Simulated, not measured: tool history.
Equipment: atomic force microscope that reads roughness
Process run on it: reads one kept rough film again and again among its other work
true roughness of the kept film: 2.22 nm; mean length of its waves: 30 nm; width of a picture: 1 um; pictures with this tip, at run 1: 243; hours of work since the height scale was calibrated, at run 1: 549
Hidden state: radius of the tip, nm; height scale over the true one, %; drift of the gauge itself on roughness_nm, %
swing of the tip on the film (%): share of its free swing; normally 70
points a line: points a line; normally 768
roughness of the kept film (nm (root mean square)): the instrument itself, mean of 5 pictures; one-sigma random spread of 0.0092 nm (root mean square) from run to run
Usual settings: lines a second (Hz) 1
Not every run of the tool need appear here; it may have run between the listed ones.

run   hour  lines a second (Hz)  swing of the tip on the film (%)  points a line  pictures with this tip  hours of work since the height scale was calibrated  roughness of the kept film (nm (root mean square))
  1      0                    1                                70            768                     243                                                  549                                               1.934
  2   38.4                 0.52                                70            768                     312                                                  576                                                 1.9
      42.3  -- new tip fitted
  3   76.6                 0.52                                70            768                      61                                                  602                                               2.039
  4  107.6                 0.52                                70            768                     116                                                  623                                               2.013
  5    136                 0.52                                70            768                     167                                                  643                                               1.962
  6  168.3                 0.52                                70            768                     224                                                  665                                               1.952
  7  196.1                 0.52                                70            768                     274                                                  685                                               1.916
     222.8  -- new tip fitted
  8  224.4                 0.62                                70            346                       3                                                  704                                               2.054
  9    250                 0.62                                70            346                      49                                                  722                                               2.016
 10  271.1                 0.62                                70            346                      87                                                  736                                               1.974
 11  288.5                 0.94                                80            768                     118                                                  748                                               1.946

5 options for the next run, each taken on its own from the tool as it stands now. Forecast them:
  A  319.8                 0.73                                57            311                     173                                                  770                                                   ?
  B  319.8                    1                                81            768                     173                                                  770                                                   ?
  C  319.8                 2.42                                70            540                     173                                                  770                                                   ?
  D  319.8                 1.19                                70            768                     173                                                  770                                                   ?
  E  319.8                 0.65                                83            768                     173                                                  770                                                   ?

run  roughness of the kept film (nm (root mean square))
  A                                               1.952
  B                                               1.916
  C                                               1.906
  D                                               1.963
  E                                               1.952
The same runs, with their run-to-run variation unchanged, on a tool lacking any hidden condition would have given:
run  roughness of the kept film (nm (root mean square))
  A                                               2.077
  B                                               2.039
  C                                               2.028
  D                                               2.088
  E                                               2.077
